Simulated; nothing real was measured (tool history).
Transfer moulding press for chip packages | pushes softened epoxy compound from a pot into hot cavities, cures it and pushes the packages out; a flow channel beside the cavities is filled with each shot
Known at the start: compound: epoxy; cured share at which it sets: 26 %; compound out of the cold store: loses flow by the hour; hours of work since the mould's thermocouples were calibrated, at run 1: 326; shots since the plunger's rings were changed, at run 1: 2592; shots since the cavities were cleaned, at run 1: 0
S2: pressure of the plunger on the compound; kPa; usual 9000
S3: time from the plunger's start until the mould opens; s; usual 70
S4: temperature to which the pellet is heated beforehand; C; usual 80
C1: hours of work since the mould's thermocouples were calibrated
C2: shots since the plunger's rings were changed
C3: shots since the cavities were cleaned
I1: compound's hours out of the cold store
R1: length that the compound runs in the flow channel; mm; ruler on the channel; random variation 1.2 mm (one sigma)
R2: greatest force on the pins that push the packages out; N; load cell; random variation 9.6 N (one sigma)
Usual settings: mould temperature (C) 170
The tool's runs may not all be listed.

run 1 hour=0 | mould_temperature_(C)=170 S2=9000 S3=70 S4=80 | C1=326 C2=2592 C3=0 | I1=47.7 | R1=760 R2=444
run 2 hour=15.9 | mould_temperature_(C)=170 S2=9000 S3=70 S4=80 | C1=338 C2=2869 C3=277 | I1=24.8 | R1=841 R2=575
-- hour=27 cavities cleaned with cleaning compound and waxed
-- hour=36 plunger's sealing rings changed
run 3 hour=37.3 | mould_temperature_(C)=170 S2=9000 S3=70 S4=80 | C1=352 C2=23 C3=137 | I1=29.3 | R1=839 R2=524
-- hour=56.6 cavities cleaned with cleaning compound and waxed
run 4 hour=57.5 | mould_temperature_(C)=170 S2=9000 S3=70 S4=80 | C1=366 C2=349 C3=16 | I1=45.7 | R1=779 R2=453
run 5 hour=77.7 | mould_temperature_(C)=170 S2=9000 S3=70 S4=80 | C1=382 C2=703 C3=370 | I1=26.4 | R1=847 R2=593
-- hour=83.4 cavities cleaned with cleaning compound and waxed
run 6 hour=91.7 | mould_temperature_(C)=170 S2=9000 S3=70 S4=80 | C1=392 C2=921 C3=145 | I1=22 | R1=863 R2=536
run 7 hour=105.3 | mould_temperature_(C)=170 S2=9000 S3=70 S4=80 | C1=403 C2=1159 C3=383 | I1=25.8 | R1=848 R2=594
-- hour=111.6 cavities cleaned with cleaning compound and waxed
run 8 hour=115.3 | mould_temperature_(C)=177 S2=9000 S3=70 S4=80 | C1=409 C2=1308 C3=66 | I1=16.8 | R1=864 R2=371
run 9 hour=127 | mould_temperature_(C)=170 S2=9000 S3=65 S4=80 | C1=418 C2=1512 C3=270 | I1=18.7 | R1=872 R2=704
run 10 hour=136.5 | mould_temperature_(C)=170 S2=9000 S3=65 S4=80 | C1=426 C2=1677 C3=435 | I1=39 | R1=796 R2=732
-- hour=139.4 cavities cleaned with cleaning compound and waxed
run 11 hour=155.9 | mould_temperature_(C)=170 S2=9000 S3=65 S4=89 | C1=440 C2=1991 C3=288 | I1=17.7 | R1=871 R2=683
-- hour=167.4 cavities cleaned with cleaning compound and waxed
run 12 hour=173.4 | mould_temperature_(C)=170 S2=9000 S3=65 S4=89 | C1=452 C2=2271 C3=106 | I1=45 | R1=772 R2=552
run 13 hour=184.5 | mould_temperature_(C)=170 S2=9000 S3=65 S4=89 | C1=461 C2=2464 C3=299 | I1=17.7 | R1=868 R2=650
-- hour=194.3 cavities cleaned with cleaning compound and waxed
run 14 hour=202 | mould_temperature_(C)=170 S2=9000 S3=65 S4=89 | C1=474 C2=2744 C3=135 | I1=17.2 | R1=869 R2=629
-- hour=221.7 cavities cleaned with cleaning compound and waxed
run 15 hour=223.4 | mould_temperature_(C)=170 S2=9000 S3=69 S4=80 | C1=489 C2=3091 C3=29 | I1=26.6 | R1=832 R2=510
-- hour=229.9 plunger's sealing rings changed
run 16 hour=242.1 | mould_temperature_(C)=170 S2=9030 S3=52 S4=80 | C1=502 C2=215 C3=314 | I1=25.9 | R1=852 R2=1216
-- hour=245.3 mould's thermocouples calibrated
-- hour=253.7 cavities cleaned with cleaning compound and waxed
run 17 hour=263.6 | mould_temperature_(C)=170 S2=10400 S3=70 S4=80 | C1=13 C2=529 C3=174 | I1=38.9 | R1=863 R2=540
-- hour=280.8 cavities cleaned with cleaning compound and waxed
run 18 hour=283 | mould_temperature_(C)=170 S2=10400 S3=70 S4=80 | C1=27 C2=841 C3=38 | I1=33.7 | R1=882 R2=519
-- hour=290.7 mould's thermocouples calibrated, once more
run 19 hour=295.4 | mould_temperature_(C)=170 S2=10400 S3=74 S4=80 | C1=4 C2=1024 C3=221 | I1=17.1 | R1=944 R2=504
run 20 hour=307.9 | mould_temperature_(C)=170 S2=9000 S3=102 S4=81 | C1=13 C2=1242 C3=439 | I1=20.2 | R1=867 R2=450
-- hour=310.4 cavities cleaned with cleaning compound and waxed
run 21 hour=319.4 | mould_temperature_(C)=164 S2=10800 S3=70 S4=80 | C1=21 C2=1417 C3=158 | I1=46 | R1=861 R2=755
run 22 hour=330.1 | mould_temperature_(C)=175 S2=6860 S3=70 S4=70 | C1=30 C2=1603 C3=344 | I1=45.8 | R1=662 R2=476
-- hour=337.3 cavities cleaned with cleaning compound and waxed
run 23 hour=346.8 | mould_temperature_(C)=170 S2=7300 S3=105 S4=80 | C1=42 C2=1869 C3=166 | I1=41.7 | R1=705 R2=378
-- hour=365.2 cavities cleaned with cleaning compound and waxed
run 24 hour=366.6 | mould_temperature_(C)=171 S2=7650 S3=86 S4=85 | C1=56 C2=2188 C3=23 | I1=21.6 | R1=784 R2=342
run 25 hour=374.9 | mould_temperature_(C)=171 S2=7650 S3=86 S4=85 | C1=62 C2=2333 C3=168 | I1=13.9 | R1=812 R2=412
run 26 hour=389.2 | mould_temperature_(C)=170 S2=9000 S3=60 S4=80 | C1=74 C2=2585 C3=420 | I1=23.2 | R1=845 R2=865
-- hour=392.8 cavities cleaned with cleaning compound and waxed
run 27 hour=402 | mould_temperature_(C)=163 S2=9000 S3=88 S4=80 | C1=82 C2=2781 C3=160 | I1=28.4 | R1=845 R2=517

4 ways to go on from here, each from the tool as it stands after run 27. What would each give?
-- hour=420.1 cavities cleaned with cleaning compound and waxed
run A hour=421.3 | mould_temperature_(C)=168 S2=8800 S3=88 S4=80 | C1=96 C2=3093 C3=21 | I1=24.3 | R1=? R2=?
-- hour=420.1 cavities cleaned with cleaning compound and waxed
run B hour=421.3 | mould_temperature_(C)=176 S2=9710 S3=70 S4=80 | C1=96 C2=3093 C3=21 | I1=39.1 | R1=? R2=?
-- hour=420.1 cavities cleaned with cleaning compound and waxed
run C hour=421.3 | mould_temperature_(C)=177 S2=6890 S3=70 S4=82 | C1=96 C2=3093 C3=21 | I1=43.3 | R1=? R2=?
-- hour=420.1 cavities cleaned with cleaning compound and waxed
run D hour=421.3 | mould_temperature_(C)=163 S2=9000 S3=87 S4=80 | C1=96 C2=3093 C3=21 | I1=38.3 | R1=? R2=?

run=A R1=834 R2=384
run=B R1=802 R2=369
run=C R1=661 R2=360
run=D R1=806 R2=451
Without the tool's hidden state the same runs would have given:
run=A R1=852 R2=365
run=B R1=820 R2=352
run=C R1=675 R2=344
run=D R1=824 R2=421

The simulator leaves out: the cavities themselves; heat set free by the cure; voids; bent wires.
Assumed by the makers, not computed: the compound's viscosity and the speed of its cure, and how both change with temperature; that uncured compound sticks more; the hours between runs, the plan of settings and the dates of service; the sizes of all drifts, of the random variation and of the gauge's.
